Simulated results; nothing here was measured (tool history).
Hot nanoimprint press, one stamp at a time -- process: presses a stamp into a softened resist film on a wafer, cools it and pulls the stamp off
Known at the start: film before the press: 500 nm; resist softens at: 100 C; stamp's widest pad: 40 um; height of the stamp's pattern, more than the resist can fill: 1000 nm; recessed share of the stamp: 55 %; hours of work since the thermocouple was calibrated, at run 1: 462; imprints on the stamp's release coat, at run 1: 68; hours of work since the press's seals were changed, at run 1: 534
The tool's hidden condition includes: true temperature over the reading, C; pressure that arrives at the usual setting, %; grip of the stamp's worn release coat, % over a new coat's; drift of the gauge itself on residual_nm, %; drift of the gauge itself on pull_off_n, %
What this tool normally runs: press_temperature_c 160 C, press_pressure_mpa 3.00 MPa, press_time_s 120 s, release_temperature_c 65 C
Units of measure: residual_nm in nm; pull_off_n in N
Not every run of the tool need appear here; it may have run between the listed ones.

run,hour,press_temperature_c,press_pressure_mpa,press_time_s,release_temperature_c,hours of work since the thermocouple was calibrated,imprints on the stamp's release coat,hours of work since the press's seals were changed,residual_nm,pull_off_n
1,0.0,160,3.00,120,65,462,68,534,286.7,195
2,29.7,160,3.00,86,65,477,166,549,315.2,206
3,48.5,160,3.00,86,65,486,228,558,313.7,212
4,73.7,160,3.00,120,65,499,311,571,286.2,209
5,98.8,160,3.00,120,65,511,394,584,286.3,216
6,134.3,160,3.00,120,65,529,510,602,285.6,208
# hour 145.9: plate thermocouple calibrated
7,155.0,160,3.00,87,65,5,569,610,322.0,218
8,171.7,171,3.00,120,65,13,624,619,223.8,231
9,201.6,160,3.00,120,56,28,722,634,294.4,250
10,237.1,160,2.73,120,65,46,839,652,305.6,227
11,258.2,160,2.73,120,65,56,908,662,306.2,235
12,284.3,158,3.00,120,65,70,994,676,308.2,244
13,306.0,158,3.00,120,65,81,1066,686,309.9,247
14,342.7,158,3.00,120,65,99,1187,705,308.9,249
15,372.9,158,3.00,120,70,114,1286,720,307.8,244
16,410.8,158,3.00,120,70,133,1411,739,307.5,260
17,440.9,157,3.00,120,65,148,1510,754,315.5,258
18,466.4,167,3.72,120,65,161,1594,767,220.0,275
# hour 490.2: stamp cleaned and given a new release coat
19,493.1,154,3.15,120,59,172,10,778,332.5,212
20,519.4,160,2.19,178,65,185,96,791,296.1,202
21,547.1,159,2.47,187,70,199,188,805,287.1,200
22,579.9,160,2.27,118,65,215,295,821,329.8,211
23,598.5,160,2.27,118,65,225,357,831,328.8,211
24,622.9,160,3.00,210,65,237,437,843,244.2,220
25,659.3,169,2.61,120,65,255,557,861,248.1,216
26,684.9,163,2.61,120,56,268,641,874,286.7,245
27,719.5,163,2.61,120,56,286,755,892,284.9,249
28,747.7,163,2.61,120,56,300,848,906,285.7,248
29,771.4,152,2.61,74,56,312,926,918,403.8,246

5 ways to go on from here, each from the tool as it stands after run 29. What would each give?
A,788.3,152,3.62,74,56,320,982,926,?,?
B,788.3,152,2.61,106,56,320,982,926,?,?
C,788.3,159,3.00,182,69,320,982,926,?,?
D,788.3,155,2.68,74,70,320,982,926,?,?
E,788.3,152,3.00,139,63,320,982,926,?,?

run,residual_nm,pull_off_n
A,369.1,251
B,378.4,251
C,262.6,230
D,381.6,227
E,340.0,249
Take away the tool's hidden state, keep each run's random variation, and the runs would have read:
run,residual_nm,pull_off_n
A,372.2,211
B,382.3,211
C,265.8,194
D,385.1,191
E,344.0,210
